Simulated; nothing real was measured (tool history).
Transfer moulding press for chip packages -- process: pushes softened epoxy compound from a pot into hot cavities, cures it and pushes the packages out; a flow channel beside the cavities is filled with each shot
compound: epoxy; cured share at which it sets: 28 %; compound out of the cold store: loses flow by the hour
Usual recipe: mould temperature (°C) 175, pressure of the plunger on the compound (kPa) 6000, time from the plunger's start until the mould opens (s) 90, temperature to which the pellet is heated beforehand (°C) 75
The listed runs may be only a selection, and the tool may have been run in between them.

| run | hour | mould temperature (°C) | pressure of the plunger on the compound (kPa) | time from the plunger's start until the mould opens (s) | temperature to which the pellet is heated beforehand (°C) | incoming compound's hours out of the cold store | length that the compound runs in the flow channel (mm) | greatest force on the pins that push the packages out (N) |
|---|---|---|---|---|---|---|---|---|
| 1 | 0 | 175 | 6000 | 90 | 75 | 23.9 | 517 | 534 |
|  | 25.1 | cavities cleaned with cleaning compound and waxed |
| 2 | 54.2 | 175 | 6000 | 90 | 67 | 43.5 | 464 | 577 |
| 3 | 109.8 | 176 | 6000 | 90 | 75 | 40 | 463 | 532 |
|  | 119 | cavities cleaned with cleaning compound and waxed |
|  | 127.7 | plunger's sealing rings changed |
| 4 | 142.5 | 167 | 6000 | 90 | 75 | 28.6 | 524 | 777 |
| 5 | 208.1 | 175 | 6000 | 94 | 75 | 10.1 | 565 | 537 |
|  | 216.6 | cavities cleaned with cleaning compound and waxed |
|  | 265.8 | cavities cleaned with cleaning compound and waxed, once more |
| 6 | 266.4 | 175 | 6000 | 94 | 75 | 17.4 | 538 | 353 |
| 7 | 325.8 | 175 | 6000 | 94 | 75 | 17.4 | 532 | 524 |
| 8 | 352.8 | 175 | 6000 | 94 | 75 | 46.1 | 455 | 519 |
|  | 360.4 | cavities cleaned with cleaning compound and waxed |
|  | 367.8 | plunger's sealing rings changed |
| 9 | 403.5 | 175 | 6000 | 94 | 75 | 18.1 | 538 | 494 |
| 10 | 431 | 175 | 6000 | 94 | 75 | 29.5 | 504 | 507 |
|  | 455.7 | cavities cleaned with cleaning compound and waxed |
| 11 | 479.2 | 175 | 6000 | 94 | 75 | 25.5 | 514 | 448 |
| 12 | 518.4 | 175 | 6000 | 100 | 75 | 10.1 | 563 | 492 |
|  | 550.2 | cavities cleaned with cleaning compound and waxed |
| 13 | 583.5 | 175 | 6000 | 100 | 75 | 8.1 | 562 | 475 |
|  | 606.6 | plunger's sealing rings changed |
| 14 | 623.9 | 175 | 6000 | 90 | 71 | 38.7 | 486 | 533 |
|  | 645.6 | cavities cleaned with cleaning compound and waxed |
| 15 | 656.5 | 175 | 6000 | 90 | 71 | 36.7 | 484 | 402 |
| 16 | 713.7 | 175 | 6000 | 90 | 70 | 41.7 | 471 | 522 |
|  | 739.5 | cavities cleaned with cleaning compound and waxed |
| 17 | 759.6 | 177 | 5200 | 86 | 83 | 23.5 | 480 | 446 |
| 18 | 800.9 | 177 | 6160 | 109 | 70 | 35 | 488 | 453 |
|  | 835 | cavities cleaned with cleaning compound and waxed |
|  | 845.6 | plunger's sealing rings changed |
| 19 | 870.9 | 177 | 6160 | 109 | 70 | 14 | 559 | 417 |
| 20 | 915.9 | 177 | 6160 | 109 | 70 | 13 | 565 | 461 |
|  | 934.8 | cavities cleaned with cleaning compound and waxed |
|  | 944.6 | mould's thermocouples calibrated |
| 21 | 958.5 | 172 | 6000 | 123 | 75 | 47.8 | 459 | 386 |
| 22 | 1011.8 | 172 | 6000 | 123 | 75 | 44.8 | 462 | 447 |
|  | 1032.1 | cavities cleaned with cleaning compound and waxed |
| 23 | 1070.6 | 172 | 6000 | 76 | 75 | 17.9 | 534 | 868 |
|  | 1088.1 | plunger's sealing rings changed |
| 24 | 1109.1 | 172 | 6000 | 76 | 75 | 16 | 549 | 945 |
|  | 1127.9 | cavities cleaned with cleaning compound and waxed |
| 25 | 1163.2 | 176 | 6000 | 89 | 75 | 42.6 | 464 | 452 |
| 26 | 1208.3 | 173 | 5070 | 72 | 75 | 20.1 | 487 | 956 |
|  | 1220.3 | cavities cleaned with cleaning compound and waxed |
| 27 | 1267.7 | 173 | 5070 | 72 | 75 | 27.4 | 467 | 928 |
|  | 1313.4 | cavities cleaned with cleaning compound and waxed |
| 28 | 1313.4 | 178 | 7460 | 93 | 73 | 39.9 | 518 | 306 |

Branching from run 28: 3 alternative next runs. What would each branch give?
|  | 1328.2 | plunger's sealing rings changed |
| A | 1350.3 | 178 | 4810 | 84 | 73 | 26.6 | ? | ? |
|  | 1328.2 | plunger's sealing rings changed |
| B | 1350.3 | 175 | 6000 | 81 | 70 | 31.8 | ? | ? |
|  | 1328.2 | plunger's sealing rings changed |
| C | 1350.3 | 175 | 5440 | 117 | 76 | 45.8 | ? | ? |

| run | length that the compound runs in the flow channel (mm) | greatest force on the pins that push the packages out (N) |
|---|---|---|
| A | 460 | 466 |
| B | 500 | 571 |
| C | 440 | 413 |
Take away the tool's hidden state, keep each run's random variation, and the runs would have read:
| run | length that the compound runs in the flow channel (mm) | greatest force on the pins that push the packages out (N) |
|---|---|---|
| A | 460 | 326 |
| B | 501 | 392 |
| C | 440 | 298 |
